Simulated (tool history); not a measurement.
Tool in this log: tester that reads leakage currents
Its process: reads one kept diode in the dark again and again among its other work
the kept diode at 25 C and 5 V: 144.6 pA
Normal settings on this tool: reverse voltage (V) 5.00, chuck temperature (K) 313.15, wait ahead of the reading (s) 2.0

run    hour  reverse voltage (V)  chuck temperature (K)  wait ahead of the reading (s)  current that the tester gives (pA)
  1     0.0                 5.00                 313.15                            2.0                              501.60
  2   101.8                 5.00                 313.15                            2.0                              501.10
  3   183.0                 5.00                 313.15                            2.0                              501.71
  4   271.1                 5.00                 313.15                            2.0                              500.04
  5   366.2                10.27                 313.15                            2.0                              651.02
  6   468.9                10.27                 313.15                            2.0                              654.19
  7   549.3                10.27                 313.15                            2.0                              655.29
  8   595.3                10.27                 313.15                            2.0                              655.21
  9   686.4                10.27                 313.15                            2.0                              653.85
 10   761.8                10.27                 313.15                            2.0                              655.26
 11   822.5                10.27                 332.15                            2.0                             2688.25
 12   882.9                10.27                 332.15                            2.0                             2679.93
 13   945.2                10.27                 293.15                            2.0                              123.05
 14  1021.8                 3.66                 301.15                            0.4                              170.48
 15  1094.2                10.03                 304.15                            2.0                              312.56
 16  1158.5                10.03                 304.15                            2.0                              313.74
 17  1262.8                10.03                 304.15                            2.0                              315.83

Estimate the outcome of run 18 from the log above:
     1310.1  -- chuck's temperature calibrated
 18  1361.4                10.03                 304.15                            2.0                                   ?

current that the tester gives (pA): 313.29
Had the tool carried no hidden state, the very same run would have given current that the tester gives (pA) 313.10.

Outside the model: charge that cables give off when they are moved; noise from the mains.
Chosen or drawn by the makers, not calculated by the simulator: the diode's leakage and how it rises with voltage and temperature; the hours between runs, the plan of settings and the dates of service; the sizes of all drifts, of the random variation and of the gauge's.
